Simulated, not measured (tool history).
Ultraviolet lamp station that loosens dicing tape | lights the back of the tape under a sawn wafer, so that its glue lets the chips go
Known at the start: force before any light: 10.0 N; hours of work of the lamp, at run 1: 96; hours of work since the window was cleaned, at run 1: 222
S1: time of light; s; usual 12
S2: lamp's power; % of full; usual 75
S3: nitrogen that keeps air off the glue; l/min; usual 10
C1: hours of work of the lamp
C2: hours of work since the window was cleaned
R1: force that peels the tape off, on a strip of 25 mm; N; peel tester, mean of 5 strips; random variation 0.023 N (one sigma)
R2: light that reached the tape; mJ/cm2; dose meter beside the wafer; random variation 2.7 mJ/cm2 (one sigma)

run	hour	S1	S2	S3	C1	C2	R1	R2
1	0	12	75	10	96	222	1.297	332
2	6.8	12	75	10	101	227	1.291	330
3	14.9	12	75	10	107	233	1.325	328
4	23.7	19	75	10	114	240	0.55	516
5	35.5	19	75	7	123	249	0.694	520
6	47.5	12	75	17	132	258	1.026	328
7	55	12	75	17	138	264	0.994	329
8	63.6	12	75	17	144	270	1.062	320
9	76	12	75	17	154	280	1.027	319
10	88.5	9	75	10	163	289	2.13	236
11	98.7	9	75	10	171	297	2.295	239
12	109.8	9	75	10	180	306	2.225	240
13	118.1	9	75	10	186	312	2.172	238
14	124.9	9	75	10	191	317	2.302	239
15	135	9	75	9	199	325	2.345	235
16	144.4	9	75	9	206	332	2.334	235
17	157.8	9	75	9	216	342	2.372	234
18	171.1	12	75	15	226	352	1.147	310
19	180.1	12	75	15	233	359	1.153	306
20	192	12	75	15	242	368	1.221	308
# hour 193.1: window cleaned of glue's vapour
21	205.3	12	75	15	252	9	1.201	306
22	215.8	19	78	12	260	17	0.515	502
23	223.9	8	94	10	266	23	2.04	247
24	233.2	8	94	10	273	30	2.093	251
# hour 243.9: window cleaned of glue's vapour, once more
25	246.3	11	89	6	283	2	1.675	346
26	251.8	11	89	6	287	6	1.689	342
27	261.9	9	89	6	294	14	2.283	276
28	272.8	7	66	10	303	22	3.607	159
29	279.9	8	62	10	308	27	3.295	171
30	291	8	62	10	317	36	3.499	173
31	303.4	15	94	5	326	45	1	476
32	314.3	15	94	5	334	53	1.004	481
33	325.3	21	67	4	343	62	1.223	484
34	336.9	7	75	3	351	71	4.714	178
35	350.3	11	96	3	362	81	2.353	352
36	357.5	11	96	3	367	86	2.321	347
37	368	11	96	3	375	94	2.428	355
38	378.7	11	96	3	383	102	2.406	348
39	388.4	15	96	10	391	110	0.653	475
40	398.9	10	72	5	399	118	3.132	234
41	406	10	72	15	404	123	1.984	233
42	412.3	6	98	8	409	128	3.184	192

3 ways to go on from here, each from the tool as it stands after run 42. What would each give?
A	420.4	10	98	8	415	134	?	?
B	420.4	11	75	10	415	134	?	?
C	420.4	6	98	6	415	134	?	?

run	R1	R2
A	1.63	316
B	1.891	266
C	3.664	192
Without the tool's hidden state the same runs would have given:
run	R1	R2
A	1.124	388
B	1.338	327
C	2.927	235

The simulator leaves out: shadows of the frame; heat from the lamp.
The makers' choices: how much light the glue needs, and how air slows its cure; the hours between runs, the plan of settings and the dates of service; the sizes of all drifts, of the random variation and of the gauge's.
